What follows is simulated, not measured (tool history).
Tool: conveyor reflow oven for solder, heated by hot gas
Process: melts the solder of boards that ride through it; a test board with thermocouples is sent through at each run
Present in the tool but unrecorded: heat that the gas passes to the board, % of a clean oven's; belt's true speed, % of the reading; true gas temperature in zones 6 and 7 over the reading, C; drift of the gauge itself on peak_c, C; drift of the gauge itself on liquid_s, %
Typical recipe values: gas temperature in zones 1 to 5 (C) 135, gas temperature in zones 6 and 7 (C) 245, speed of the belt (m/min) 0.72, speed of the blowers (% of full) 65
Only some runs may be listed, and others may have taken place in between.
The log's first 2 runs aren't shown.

| run | hour | gas temperature in zones 1 to 5 (C) | gas temperature in zones 6 and 7 (C) | speed of the belt (m/min) | speed of the blowers (% of full) | hours of work since the flux was cleaned out | hours of work since the belt drive was overhauled | hours of work since the thermocouples were changed | highest temperature of the board (C) | time above the solder's melting point (s) |
|---|---|---|---|---|---|---|---|---|---|---|
| 3 | 30.1 | 135 | 251 | 0.72 | 65 | 299 | 203 | 556 | 226.9 | 47.87 |
| 4 | 45.1 | 146 | 245 | 0.72 | 65 | 310 | 214 | 566 | 223.6 | 49.3 |
|  | 57 | thermocouples of zones 6 and 7 changed |
| 5 | 57.5 | 146 | 245 | 0.72 | 65 | 317 | 221 | 0 | 224.9 | 50.05 |
| 6 | 74.2 | 146 | 245 | 0.72 | 65 | 329 | 233 | 12 | 224.6 | 49.87 |
| 7 | 88.4 | 135 | 245 | 0.783 | 65 | 339 | 243 | 22 | 218.8 | 39.85 |
| 8 | 101.4 | 135 | 245 | 0.72 | 65 | 348 | 252 | 31 | 222.1 | 45.76 |
| 9 | 113.4 | 135 | 245 | 0.72 | 65 | 356 | 260 | 39 | 222.4 | 45.5 |
| 10 | 122 | 135 | 245 | 0.673 | 65 | 362 | 266 | 45 | 224.8 | 50.55 |
| 11 | 132.7 | 135 | 245 | 0.72 | 65 | 370 | 274 | 53 | 222.3 | 45.49 |
| 12 | 141.6 | 135 | 245 | 0.72 | 65 | 376 | 280 | 59 | 222.1 | 45.48 |
| 13 | 148.9 | 135 | 245 | 0.617 | 65 | 381 | 285 | 64 | 227.4 | 57.16 |
| 14 | 163.5 | 135 | 245 | 0.72 | 65 | 391 | 295 | 74 | 222.1 | 45.58 |
| 15 | 173.6 | 135 | 245 | 0.72 | 57 | 398 | 302 | 81 | 220 | 43.96 |
| 16 | 181.4 | 135 | 245 | 0.72 | 57 | 404 | 308 | 87 | 220.2 | 43.97 |
|  | 200.4 | flux residue cleaned out of gas plates and filters |
| 17 | 200.7 | 135 | 245 | 0.72 | 57 | 0 | 318 | 97 | 218.7 | 43.21 |
| 18 | 215.9 | 123 | 251 | 0.72 | 57 | 11 | 328 | 107 | 220.7 | 41.71 |
| 19 | 232.1 | 135 | 245 | 0.735 | 82 | 22 | 340 | 119 | 223.2 | 45.37 |
| 20 | 245.5 | 135 | 245 | 0.735 | 82 | 32 | 349 | 128 | 223.6 | 45.32 |
| 21 | 253.3 | 120 | 245 | 0.735 | 76 | 37 | 354 | 134 | 218.7 | 39.27 |
|  | 268.7 | flux residue cleaned out of gas plates and filters, once more |
| 22 | 269.6 | 120 | 245 | 0.728 | 68 | 1 | 362 | 142 | 221.1 | 41.2 |
| 23 | 284.5 | 145 | 242 | 0.761 | 80 | 11 | 373 | 152 | 224.3 | 46.85 |
| 24 | 295.8 | 148 | 254 | 0.731 | 77 | 19 | 381 | 160 | 236.1 | 54.69 |
| 25 | 312.5 | 139 | 253 | 0.658 | 67 | 31 | 392 | 171 | 235.5 | 58.11 |

What will run 26 give?
| 26 | 326.2 | 139 | 251 | 0.818 | 86 | 40 | 402 | 181 | ? | ? |

{"run 26": {"highest temperature of the board (C)": 228.5, "time above the solder's melting point (s)": 44.04}}
Minus the tool's unlogged condition, the same run would have read highest temperature of the board (C) 229, time above the solder's melting point (s) 43.8.
